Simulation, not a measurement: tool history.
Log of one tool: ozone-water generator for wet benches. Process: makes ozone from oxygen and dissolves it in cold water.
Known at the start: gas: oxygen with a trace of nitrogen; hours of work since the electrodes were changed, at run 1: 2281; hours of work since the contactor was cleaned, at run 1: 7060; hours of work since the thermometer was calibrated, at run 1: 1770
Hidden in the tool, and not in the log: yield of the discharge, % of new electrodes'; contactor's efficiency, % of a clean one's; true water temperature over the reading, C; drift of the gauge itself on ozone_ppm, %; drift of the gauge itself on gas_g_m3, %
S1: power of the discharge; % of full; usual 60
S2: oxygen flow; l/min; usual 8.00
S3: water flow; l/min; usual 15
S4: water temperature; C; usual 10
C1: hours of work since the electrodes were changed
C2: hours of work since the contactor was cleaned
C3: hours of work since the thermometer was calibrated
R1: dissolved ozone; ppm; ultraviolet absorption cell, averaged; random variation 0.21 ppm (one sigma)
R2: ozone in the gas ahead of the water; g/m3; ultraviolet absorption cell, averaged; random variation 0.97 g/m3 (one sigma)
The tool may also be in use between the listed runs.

Run 1, hour 0.0: usual settings; C1 2281; C2 7060; C3 1770. Result: R1 31.2 ppm, R2 165.2 g/m3.
Run 2, hour 30.4: usual settings but S1 41 % of full; C1 2308; C2 7087; C3 1796. Result: R1 22.1 ppm, R2 115.7 g/m3.
Run 3, hour 99.8: usual settings but S3 9 l/min; C1 2370; C2 7149; C3 1858. Result: R1 43.2 ppm, R2 167.0 g/m3.
Run 4, hour 147.3: usual settings; C1 2412; C2 7191; C3 1900. Result: R1 31.7 ppm, R2 167.0 g/m3.
Run 5, hour 180.7: usual settings but S3 18 l/min; C1 2441; C2 7220; C3 1929. Result: R1 27.8 ppm, R2 166.3 g/m3.
Run 6, hour 235.2: usual settings but S3 18 l/min; C1 2489; C2 7268; C3 1978. Result: R1 27.3 ppm, R2 165.9 g/m3.
Run 7, hour 291.8: usual settings but S3 18 l/min; C1 2539; C2 7318; C3 2027. Result: R1 27.5 ppm, R2 167.1 g/m3.
Run 8, hour 353.4: usual settings but S1 57 % of full; C1 2594; C2 7373; C3 2082. Result: R1 30.3 ppm, R2 158.6 g/m3.
Run 9, hour 389.3: usual settings but S1 57 % of full; C1 2626; C2 7405; C3 2114. Result: R1 30.2 ppm, R2 160.9 g/m3.
Run 10, hour 448.4: usual settings; C1 2678; C2 7457; C3 2166. Result: R1 31.2 ppm, R2 168.8 g/m3.
Run 11, hour 512.4: usual settings but S2 9.96 l/min; C1 2734; C2 7513; C3 2223. Result: R1 30.5 ppm, R2 151.0 g/m3.
Run 12, hour 546.4: usual settings; C1 2765; C2 7543; C3 2253. Result: R1 31.9 ppm, R2 169.4 g/m3.
Run 13, hour 591.4: usual settings but S4 11 C; C1 2804; C2 7583; C3 2292. Result: R1 31.2 ppm, R2 169.5 g/m3.
Run 14, hour 663.8: usual settings but S4 18 C; C1 2868; C2 7647; C3 2356. Result: R1 27.0 ppm, R2 169.3 g/m3.
Run 15, hour 694.9: usual settings; C1 2896; C2 7675; C3 2384. Result: R1 31.2 ppm, R2 169.8 g/m3.
At hour 699.1: gauge calibrated.
Run 16, hour 734.1: usual settings but S1 84 % of full; C1 2930; C2 7709; C3 2419. Result: R1 43.5 ppm, R2 227.0 g/m3.
Run 17, hour 766.6: usual settings but S1 84 % of full; C1 2959; C2 7738; C3 2447. Result: R1 43.4 ppm, R2 227.3 g/m3.
Run 18, hour 833.8: usual settings but S1 84 % of full; C1 3019; C2 7797; C3 2507. Result: R1 43.4 ppm, R2 228.3 g/m3.
Run 19, hour 896.1: usual settings but S1 81 % of full, S2 9.19 l/min, S3 23 l/min, S4 6 C; C1 3074; C2 7853; C3 2562. Result: R1 31.3 ppm, R2 205.5 g/m3.
Run 20, hour 930.9: usual settings but S2 10.49 l/min, S3 21 l/min; C1 3104; C2 7883; C3 2593. Result: R1 23.6 ppm, R2 143.4 g/m3.
Run 21, hour 980.9: usual settings but S1 64 % of full, S4 6 C; C1 3149; C2 7928; C3 2637. Result: R1 36.2 ppm, R2 176.7 g/m3.
Run 22, hour 1053.6: usual settings but S1 43 % of full, S3 18 l/min, S4 8 C; C1 3213; C2 7992; C3 2701. Result: R1 20.7 ppm, R2 121.6 g/m3.
Run 23, hour 1106.8: usual settings but S4 14 C; C1 3260; C2 8039; C3 2748. Result: R1 29.6 ppm, R2 168.6 g/m3.
Run 24, hour 1144.3: usual settings but S1 51 % of full, S3 16 l/min, S4 13 C; C1 3293; C2 8072; C3 2781. Result: R1 24.5 ppm, R2 143.1 g/m3.
Run 25, hour 1196.4: usual settings but S1 47 % of full, S2 11.61 l/min, S3 16 l/min, S4 13 C; C1 3339; C2 8118; C3 2827. Result: R1 21.4 ppm, R2 110.3 g/m3.
Run 26, hour 1250.4: usual settings but S1 55 % of full, S2 12.13 l/min, S3 11 l/min, S4 7 C; C1 3387; C2 8166; C3 2875. Result: R1 34.2 ppm, R2 123.8 g/m3.
Run 27, hour 1311.0: usual settings but S1 50 % of full, S2 10.24 l/min, S3 18 l/min, S4 15 C; C1 3441; C2 8219; C3 2929. Result: R1 20.3 ppm, R2 124.5 g/m3.
Run 28, hour 1347.9: usual settings; C1 3473; C2 8252; C3 2961. Result: R1 31.7 ppm, R2 170.0 g/m3.
Run 29, hour 1400.2: usual settings but S2 6.42 l/min; C1 3519; C2 8298; C3 3007. Result: R1 32.0 ppm, R2 192.8 g/m3.
Run 30, hour 1464.7: usual settings but S2 6.42 l/min; C1 3576; C2 8355; C3 3064. Result: R1 31.8 ppm, R2 192.9 g/m3.
Run 31, hour 1529.1: usual settings but S2 6.42 l/min; C1 3633; C2 8412; C3 3121. Result: R1 31.9 ppm, R2 192.9 g/m3.
Run 32, hour 1572.3: usual settings but S2 6.42 l/min; C1 3672; C2 8450; C3 3160. Result: R1 31.8 ppm, R2 192.8 g/m3.
Run 33, hour 1640.2: usual settings but S1 84 % of full, S2 6.42 l/min, S4 13 C; C1 3732; C2 8510; C3 3220. Result: R1 42.0 ppm, R2 265.9 g/m3.

How the hidden state differs across the entries between the runs, from the last listed run before each to the first after it:
Between runs 15 and 16: gauge calibrated (hour 699.1)
  drift of the gauge itself on gas_g_m3, %: 2.98 -> 0.15
  measured less the result without the state, R2: +4.8 -> +0.1 g/m3

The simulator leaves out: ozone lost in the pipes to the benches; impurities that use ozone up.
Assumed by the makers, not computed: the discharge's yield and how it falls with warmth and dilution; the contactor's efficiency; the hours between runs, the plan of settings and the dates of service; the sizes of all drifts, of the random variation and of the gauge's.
